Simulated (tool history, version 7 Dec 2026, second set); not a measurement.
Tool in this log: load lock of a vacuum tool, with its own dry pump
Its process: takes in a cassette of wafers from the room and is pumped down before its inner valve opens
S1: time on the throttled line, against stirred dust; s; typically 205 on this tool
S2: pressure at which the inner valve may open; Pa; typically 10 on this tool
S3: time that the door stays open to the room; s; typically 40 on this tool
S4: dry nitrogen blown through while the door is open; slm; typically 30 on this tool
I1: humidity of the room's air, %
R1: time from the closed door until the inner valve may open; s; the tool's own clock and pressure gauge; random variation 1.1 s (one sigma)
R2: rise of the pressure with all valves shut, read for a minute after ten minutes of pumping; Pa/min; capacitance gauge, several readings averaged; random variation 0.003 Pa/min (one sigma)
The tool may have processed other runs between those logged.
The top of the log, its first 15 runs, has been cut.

{"run": 16, "hour": 4550.9, "S1": 205, "S2": 10, "S3": 40, "S4": 30, "I1": 45.6, "R1": 265.3, "R2": 0.122}
{"run": 17, "hour": 4807.0, "S1": 205, "S2": 10, "S3": 40, "S4": 30, "I1": 48.1, "R1": 264.9, "R2": 0.135}
{"run": 18, "hour": 5139.3, "S1": 205, "S2": 10, "S3": 40, "S4": 30, "I1": 47.7, "R1": 265.8, "R2": 0.145}
{"run": 19, "hour": 5644.9, "S1": 205, "S2": 10, "S3": 40, "S4": 30, "I1": 43.5, "R1": 264.3, "R2": 0.15}
{"run": 20, "hour": 5961.7, "S1": 205, "S2": 15, "S3": 40, "S4": 8, "I1": 45.1, "R1": 262.3, "R2": 0.174}
{"run": 21, "hour": 6344.0, "S1": 161, "S2": 15, "S3": 40, "S4": 37, "I1": 43.1, "R1": 222.7, "R2": 0.158}
{"run": 22, "hour": 6818.4, "S1": 368, "S2": 10, "S3": 43, "S4": 30, "I1": 46.3, "R1": 414.9, "R2": 0.179}
{"run": 23, "hour": 7080.1, "S1": 256, "S2": 19, "S3": 60, "S4": 30, "I1": 47.6, "R1": 307.3, "R2": 0.189}
{"run": 24, "hour": 7355.4, "S1": 355, "S2": 12, "S3": 56, "S4": 16, "I1": 45.8, "R1": 398.2, "R2": 0.207}
{"run": 25, "hour": 7854.7, "S1": 205, "S2": 10, "S3": 57, "S4": 30, "I1": 44.8, "R1": 269.3, "R2": 0.207}
{"run": 26, "hour": 8282.5, "S1": 113, "S2": 10, "S3": 79, "S4": 30, "I1": 48.0, "R1": 186.1, "R2": 0.228}
{"run": 27, "hour": 8634.9, "S1": 113, "S2": 10, "S3": 103, "S4": 30, "I1": 44.0, "R1": 186.4, "R2": 0.24}
{"run": 28, "hour": 8976.7, "S1": 349, "S2": 8, "S3": 222, "S4": 30, "I1": 42.6, "R1": 399.7, "R2": 0.265}
{"run": 29, "hour": 9340.5, "S1": 205, "S2": 10, "S3": 77, "S4": 30, "I1": 45.0, "R1": 270.1, "R2": 0.25}
{"run": 30, "hour": 9841.4, "S1": 201, "S2": 8, "S3": 36, "S4": 10, "I1": 44.3, "R1": 267.1, "R2": 0.277}
{"run": 31, "hour": 10333.9, "S1": 211, "S2": 12, "S3": 182, "S4": 8, "I1": 48.0, "R1": 272.7, "R2": 0.329}
{"run": 32, "hour": 10690.1, "S1": 182, "S2": 7, "S3": 213, "S4": 30, "I1": 46.0, "R1": 250.1, "R2": 0.313}
{"run": 33, "hour": 11174.4, "S1": 147, "S2": 7, "S3": 38, "S4": 30, "I1": 48.2, "R1": 221.9, "R2": 0.296}
{"run": 34, "hour": 11545.1, "S1": 147, "S2": 7, "S3": 38, "S4": 30, "I1": 44.3, "R1": 221.7, "R2": 0.313}
{"run": 35, "hour": 12041.7, "S1": 205, "S2": 18, "S3": 40, "S4": 9, "I1": 42.8, "R1": 265.6, "R2": 0.342}
{"run": 36, "hour": 12368.8, "S1": 205, "S2": 10, "S3": 25, "S4": 30, "I1": 45.6, "R1": 270.9, "R2": 0.345}
{"hour": 12598.3, "done": "dry pump taken out, an overhauled one fitted"}
{"run": 37, "hour": 12792.8, "S1": 107, "S2": 10, "S3": 40, "S4": 9, "I1": 44.6, "R1": 167.0, "R2": 0.378}

Here are 3 independent what-if runs from the current tool condition. What would each one return?
{"run": "A", "hour": 13088.8, "S1": 205, "S2": 20, "S3": 205, "S4": 30, "I1": 41.7, "R1": "?", "R2": "?"}
{"run": "B", "hour": 13088.8, "S1": 107, "S2": 15, "S3": 59, "S4": 9, "I1": 45.2, "R1": "?", "R2": "?"}
{"run": "C", "hour": 13088.8, "S1": 148, "S2": 10, "S3": 40, "S4": 30, "I1": 48.0, "R1": "?", "R2": "?"}

run=A R1=250.1 R2=0.382
run=B R1=163.7 R2=0.388
run=C R1=204.7 R2=0.386
Take away the tool's hidden state, keep each run's random variation, and the runs would have read:
run=A R1=250.0 R2=0.042
run=B R1=163.5 R2=0.051
run=C R1=204.5 R2=0.037

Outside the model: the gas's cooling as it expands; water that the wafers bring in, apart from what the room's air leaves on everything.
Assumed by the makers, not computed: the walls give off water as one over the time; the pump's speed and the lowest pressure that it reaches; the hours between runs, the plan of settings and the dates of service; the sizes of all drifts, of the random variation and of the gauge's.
